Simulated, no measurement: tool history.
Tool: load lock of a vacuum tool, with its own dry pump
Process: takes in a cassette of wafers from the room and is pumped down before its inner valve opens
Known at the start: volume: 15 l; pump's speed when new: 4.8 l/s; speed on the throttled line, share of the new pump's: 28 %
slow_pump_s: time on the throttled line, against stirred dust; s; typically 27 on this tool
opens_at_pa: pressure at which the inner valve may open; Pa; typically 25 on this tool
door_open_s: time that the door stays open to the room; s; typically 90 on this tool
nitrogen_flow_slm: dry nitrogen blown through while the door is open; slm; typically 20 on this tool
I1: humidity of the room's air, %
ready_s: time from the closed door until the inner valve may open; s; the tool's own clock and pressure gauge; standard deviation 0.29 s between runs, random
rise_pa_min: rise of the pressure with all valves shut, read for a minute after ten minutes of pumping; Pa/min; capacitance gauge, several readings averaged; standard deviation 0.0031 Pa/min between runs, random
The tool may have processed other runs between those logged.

{"run": 1, "hour": 0.0, "slow_pump_s": 27, "opens_at_pa": 25, "door_open_s": 90, "nitrogen_flow_slm": 20, "I1": 42.9, "ready_s": 46.8, "rise_pa_min": 0.099}
{"run": 2, "hour": 147.8, "slow_pump_s": 27, "opens_at_pa": 25, "door_open_s": 90, "nitrogen_flow_slm": 20, "I1": 43.9, "ready_s": 47.5, "rise_pa_min": 0.104}
{"run": 3, "hour": 269.1, "slow_pump_s": 27, "opens_at_pa": 25, "door_open_s": 90, "nitrogen_flow_slm": 20, "I1": 43.3, "ready_s": 47.0, "rise_pa_min": 0.099}
{"run": 4, "hour": 488.5, "slow_pump_s": 27, "opens_at_pa": 25, "door_open_s": 90, "nitrogen_flow_slm": 20, "I1": 43.6, "ready_s": 47.3, "rise_pa_min": 0.102}
{"run": 5, "hour": 656.5, "slow_pump_s": 27, "opens_at_pa": 25, "door_open_s": 90, "nitrogen_flow_slm": 20, "I1": 45.9, "ready_s": 46.7, "rise_pa_min": 0.108}
{"run": 6, "hour": 881.6, "slow_pump_s": 27, "opens_at_pa": 25, "door_open_s": 90, "nitrogen_flow_slm": 20, "I1": 45.7, "ready_s": 47.3, "rise_pa_min": 0.109}
{"run": 7, "hour": 1049.3, "slow_pump_s": 27, "opens_at_pa": 25, "door_open_s": 90, "nitrogen_flow_slm": 20, "I1": 45.2, "ready_s": 47.2, "rise_pa_min": 0.115}
{"run": 8, "hour": 1249.4, "slow_pump_s": 27, "opens_at_pa": 25, "door_open_s": 90, "nitrogen_flow_slm": 20, "I1": 42.4, "ready_s": 47.4, "rise_pa_min": 0.105}
{"run": 9, "hour": 1405.8, "slow_pump_s": 27, "opens_at_pa": 25, "door_open_s": 90, "nitrogen_flow_slm": 20, "I1": 43.0, "ready_s": 47.3, "rise_pa_min": 0.105}
{"run": 10, "hour": 1650.2, "slow_pump_s": 23, "opens_at_pa": 25, "door_open_s": 90, "nitrogen_flow_slm": 20, "I1": 45.0, "ready_s": 44.6, "rise_pa_min": 0.109}
{"run": 11, "hour": 1882.6, "slow_pump_s": 23, "opens_at_pa": 25, "door_open_s": 90, "nitrogen_flow_slm": 20, "I1": 47.2, "ready_s": 44.8, "rise_pa_min": 0.115}
{"run": 12, "hour": 2091.0, "slow_pump_s": 51, "opens_at_pa": 29, "door_open_s": 137, "nitrogen_flow_slm": 22, "I1": 42.1, "ready_s": 63.7, "rise_pa_min": 0.126}
{"run": 13, "hour": 2267.8, "slow_pump_s": 27, "opens_at_pa": 25, "door_open_s": 155, "nitrogen_flow_slm": 20, "I1": 44.7, "ready_s": 47.7, "rise_pa_min": 0.137}
{"run": 14, "hour": 2396.3, "slow_pump_s": 27, "opens_at_pa": 33, "door_open_s": 90, "nitrogen_flow_slm": 6, "I1": 49.5, "ready_s": 46.8, "rise_pa_min": 0.15}
{"run": 15, "hour": 2599.0, "slow_pump_s": 27, "opens_at_pa": 33, "door_open_s": 90, "nitrogen_flow_slm": 6, "I1": 44.3, "ready_s": 46.7, "rise_pa_min": 0.147}
{"run": 16, "hour": 2798.4, "slow_pump_s": 27, "opens_at_pa": 27, "door_open_s": 90, "nitrogen_flow_slm": 21, "I1": 43.3, "ready_s": 47.7, "rise_pa_min": 0.12}
{"run": 17, "hour": 3017.0, "slow_pump_s": 28, "opens_at_pa": 27, "door_open_s": 103, "nitrogen_flow_slm": 21, "I1": 43.9, "ready_s": 48.7, "rise_pa_min": 0.131}
{"run": 18, "hour": 3208.3, "slow_pump_s": 22, "opens_at_pa": 27, "door_open_s": 135, "nitrogen_flow_slm": 5, "I1": 46.6, "ready_s": 44.5, "rise_pa_min": 0.187}
{"run": 19, "hour": 3354.8, "slow_pump_s": 27, "opens_at_pa": 25, "door_open_s": 28, "nitrogen_flow_slm": 20, "I1": 46.4, "ready_s": 48.2, "rise_pa_min": 0.104}

Selected run-to-run steps in ready_s, each split into two signed amounts: the part the tool would show with no hidden state at all (from settings, incoming material and random variation), and the remainder, which goes to the hidden state together with any gauge scatter not common to the measured and the hidden-state-free results:
Hidden conditions of the tool in this case: pump's speed, % of a new pump's; leak at the door's seal, Pa l/s; drift of the gauge itself on ready_s, %; drift of the gauge itself on rise_pa_min, %.
Run 11 -> 12: slow_pump_s 23 -> 51, opens_at_pa 25 -> 29, door_open_s 90 -> 137, nitrogen_flow_slm 20 -> 22. ready_s +18.9 s: hidden state -0.8, all else +19.7.
Run 12 -> 13: slow_pump_s 51 -> 27, opens_at_pa 29 -> 25, door_open_s 137 -> 155, nitrogen_flow_slm 22 -> 20. ready_s -16.0 s: hidden state +0.9, all else -16.9.
